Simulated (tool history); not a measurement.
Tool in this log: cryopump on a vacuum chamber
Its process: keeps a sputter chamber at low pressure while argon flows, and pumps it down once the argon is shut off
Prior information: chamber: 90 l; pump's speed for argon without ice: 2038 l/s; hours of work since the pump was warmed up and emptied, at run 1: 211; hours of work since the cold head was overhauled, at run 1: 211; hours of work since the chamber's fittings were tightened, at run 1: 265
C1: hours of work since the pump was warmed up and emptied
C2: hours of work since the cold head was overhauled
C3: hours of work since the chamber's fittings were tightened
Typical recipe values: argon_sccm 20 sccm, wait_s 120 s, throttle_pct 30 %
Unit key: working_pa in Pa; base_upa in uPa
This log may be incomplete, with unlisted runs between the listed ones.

Run 1, hour 0: usual settings; C1 211; C2 211; C3 265. Result: working_pa 0.057 Pa, base_upa 0.63 uPa.
Run 2, hour 23.9: usual settings; C1 222; C2 222; C3 277. Result: working_pa 0.0574 Pa, base_upa 0.62 uPa.
Run 3, hour 36.2: usual settings; C1 228; C2 228; C3 283. Result: working_pa 0.058 Pa, base_upa 0.6 uPa.
Run 4, hour 53.8: usual settings; C1 237; C2 237; C3 292. Result: working_pa 0.0578 Pa, base_upa 0.63 uPa.
Run 5, hour 75: usual settings; C1 247; C2 247; C3 302. Result: working_pa 0.0573 Pa, base_upa 0.63 uPa.
Run 6, hour 86.4: usual settings but throttle_pct 22 %; C1 253; C2 253; C3 308. Result: working_pa 0.0776 Pa, base_upa 0.62 uPa.
Run 7, hour 101.9: usual settings but throttle_pct 31 %; C1 260; C2 260; C3 315. Result: working_pa 0.0565 Pa, base_upa 0.62 uPa.
Run 8, hour 115.6: usual settings but throttle_pct 31 %; C1 267; C2 267; C3 322. Result: working_pa 0.0564 Pa, base_upa 0.67 uPa.
Run 9, hour 128.3: usual settings but throttle_pct 31 %; C1 273; C2 273; C3 328. Result: working_pa 0.0564 Pa, base_upa 0.65 uPa.
Run 10, hour 143: usual settings but argon_sccm 12 sccm; C1 281; C2 281; C3 335. Result: working_pa 0.035 Pa, base_upa 0.66 uPa.
Run 11, hour 161: usual settings but argon_sccm 12 sccm; C1 289; C2 289; C3 344. Result: working_pa 0.0346 Pa, base_upa 0.65 uPa.
Run 12, hour 172.8: usual settings but argon_sccm 11 sccm, wait_s 147 s; C1 295; C2 295; C3 350. Result: working_pa 0.0315 Pa, base_upa 0.59 uPa.
Run 13, hour 186.1: usual settings but argon_sccm 28 sccm, throttle_pct 16 %; C1 302; C2 302; C3 356. Result: working_pa 0.15 Pa, base_upa 0.63 uPa.
Run 14, hour 212.1: usual settings but argon_sccm 28 sccm, throttle_pct 16 %; C1 314; C2 314; C3 369. Result: working_pa 0.1482 Pa, base_upa 0.67 uPa.
Run 15, hour 240: usual settings but argon_sccm 12 sccm, wait_s 21 s, throttle_pct 16 %; C1 328; C2 328; C3 383. Result: working_pa 0.0636 Pa, base_upa 2.24 uPa.
Run 16, hour 259.3: usual settings but wait_s 276 s; C1 337; C2 337; C3 392. Result: working_pa 0.0586 Pa, base_upa 0.51 uPa.
Run 17, hour 286.7: usual settings but wait_s 276 s; C1 351; C2 351; C3 406. Result: working_pa 0.0586 Pa, base_upa 0.51 uPa.
Run 18, hour 300: usual settings but argon_sccm 11 sccm, throttle_pct 39 %; C1 357; C2 357; C3 412. Result: working_pa 0.0254 Pa, base_upa 0.7 uPa.
Run 19, hour 322.4: usual settings but argon_sccm 11 sccm, wait_s 80 s, throttle_pct 24 %; C1 368; C2 368; C3 423. Result: working_pa 0.0401 Pa, base_upa 0.9 uPa.
Run 20, hour 348: usual settings but argon_sccm 11 sccm, wait_s 80 s, throttle_pct 24 %; C1 381; C2 381; C3 436. Result: working_pa 0.0401 Pa, base_upa 0.88 uPa.
Run 21, hour 361.5: usual settings but argon_sccm 11 sccm, wait_s 80 s, throttle_pct 24 %; C1 387; C2 387; C3 442. Result: working_pa 0.0395 Pa, base_upa 0.93 uPa.
Run 22, hour 373.5: usual settings but argon_sccm 29 sccm, throttle_pct 22 %; C1 393; C2 393; C3 448. Result: working_pa 0.1149 Pa, base_upa 0.71 uPa.

Difference, measured minus no-hidden-state, one row per run. Run-to-run variation is common to both terms; the gauge's own scatter need not be:
Hidden state at play: pump's speed, % of a pump's without ice; cold plate's temperature, K; leak into the chamber, uPa l/s; drift of the gauge itself on working_pa, %; drift of the gauge itself on base_upa, %.
run  working_pa  base_upa
  1     +0.0019     +0.14
  2      +0.002     +0.15
  3     +0.0021     +0.15
  4     +0.0022     +0.15
  5     +0.0023     +0.16
  6     +0.0024     +0.16
  7     +0.0025     +0.17
  8     +0.0025     +0.17
  9     +0.0026     +0.18
 10     +0.0016     +0.19
 11     +0.0016     +0.18
 12     +0.0015     +0.19
 13      +0.004      +0.2
 14     +0.0041      +0.2
 15     +0.0019     +0.21
 16     +0.0032     +0.21
 17     +0.0033     +0.22
 18     +0.0019     +0.23
 19     +0.0019     +0.24
 20     +0.0021     +0.24
 21     +0.0021     +0.25
 22     +0.0056     +0.25
